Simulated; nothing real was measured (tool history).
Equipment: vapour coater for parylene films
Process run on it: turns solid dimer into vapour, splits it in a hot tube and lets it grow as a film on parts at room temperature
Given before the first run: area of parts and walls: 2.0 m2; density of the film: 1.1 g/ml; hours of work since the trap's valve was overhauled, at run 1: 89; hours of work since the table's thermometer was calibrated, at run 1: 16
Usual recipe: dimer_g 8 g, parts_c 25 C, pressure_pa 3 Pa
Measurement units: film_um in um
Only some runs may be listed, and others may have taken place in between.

run    hour  dimer_g  parts_c  pressure_pa  hours of work since the trap's valve was overhauled  hours of work since the table's thermometer was calibrated  film_um
  1       0        8       25            3                                                   89                                                          16     2.03
  2    45.6        8       25            3                                                  123                                                          50     1.98
  3    78.6        8       25         2.62                                                  148                                                          74     2.02
  4   107.6        8       25         2.62                                                  170                                                          96     2.03
  5   147.2        8       25         2.62                                                  199                                                         126     1.96
  6   178.7        8       25         2.62                                                  223                                                         149        2
  7   223.8        8       25         2.62                                                  257                                                         183     1.94
  8   245.7        8       18         2.62                                                  273                                                         199     2.38
  9   276.7        8       18         2.62                                                  296                                                         222     2.31
 10   310.4        8       18         2.62                                                  321                                                         248      2.3
      324.4  -- trap's valve overhauled
 11   352.8        8       18         2.62                                                   21                                                         276     2.55
 12   399.3        8       18         2.62                                                   56                                                         311     2.47
 13   439.3        8       18         2.62                                                   86                                                         341     2.48
 14   462.5        8       18         2.62                                                  103                                                         358     2.45
 15   516.6        8       18         2.62                                                  144                                                         399     2.46
 16   540.2        8       18         2.62                                                  161                                                         416     2.42
 17   577.5       12       25            3                                                  189                                                         444     2.85
 18   617.9        3       25            3                                                  219                                                         474     0.73
 19   655.7        3       25            3                                                  248                                                         503     0.68
 20   700.9        8       19            3                                                  281                                                         537     2.17
 21     724        7       23         9.74                                                  299                                                         554     1.27
 22   746.4       14       35         4.74                                                  315                                                         571     2.22
      766.4  -- trap's valve overhauled
 23   787.2        5       20         4.74                                                   16                                                         598     1.34
 24   818.9       14       31         11.6                                                   39                                                         622     2.18
 25   858.5        4       25          5.9                                                   69                                                         651      0.8
 26   908.6       10       25         9.36                                                  106                                                         689     1.88
 27   949.1       10       25         9.36                                                  137                                                         719     1.85
 28   990.6        7       25         3.42                                                  168                                                         750     1.63
 29  1043.9       13       22         3.79                                                  207                                                         790     3.19
 30  1069.9       13       22         3.79                                                  227                                                         809     3.18
 31  1121.2        9       24         2.54                                                  265                                                         848     2.26
 32  1162.6       11       19         3.92                                                  296                                                         879     2.78
 33  1192.5        6       25            3                                                  319                                                         901     1.43
     1208.3  -- trap's valve overhauled
 34  1242.5        6       25            3                                                   26                                                         935     1.52
 35  1286.3        6       25            3                                                   58                                                         968     1.49
 36  1327.9        6       25            3                                                   89                                                         999     1.45
 37  1363.7        3       17         3.17                                                  116                                                        1026      0.9
 38  1386.6        7       21         9.54                                                  133                                                        1043     1.43
 39  1420.2        7       18            3                                                  158                                                        1068     2.02

Here are 4 independent what-if runs from the current tool condition. What would each one return?
  A  1459.9       12       25            3                                                  188                                                        1098        ?
  B  1459.9        8       19         9.04                                                  188                                                        1098        ?
  C  1459.9        8       25         3.44                                                  188                                                        1098        ?
  D  1459.9        9       37         6.65                                                  188                                                        1098        ?

run  film_um
  A     2.92
  B     1.75
  C     1.83
  D     1.31
What these runs would have given with no unlogged condition in the tool:
run  film_um
  A     3.12
  B     1.88
  C     1.97
  D      1.4

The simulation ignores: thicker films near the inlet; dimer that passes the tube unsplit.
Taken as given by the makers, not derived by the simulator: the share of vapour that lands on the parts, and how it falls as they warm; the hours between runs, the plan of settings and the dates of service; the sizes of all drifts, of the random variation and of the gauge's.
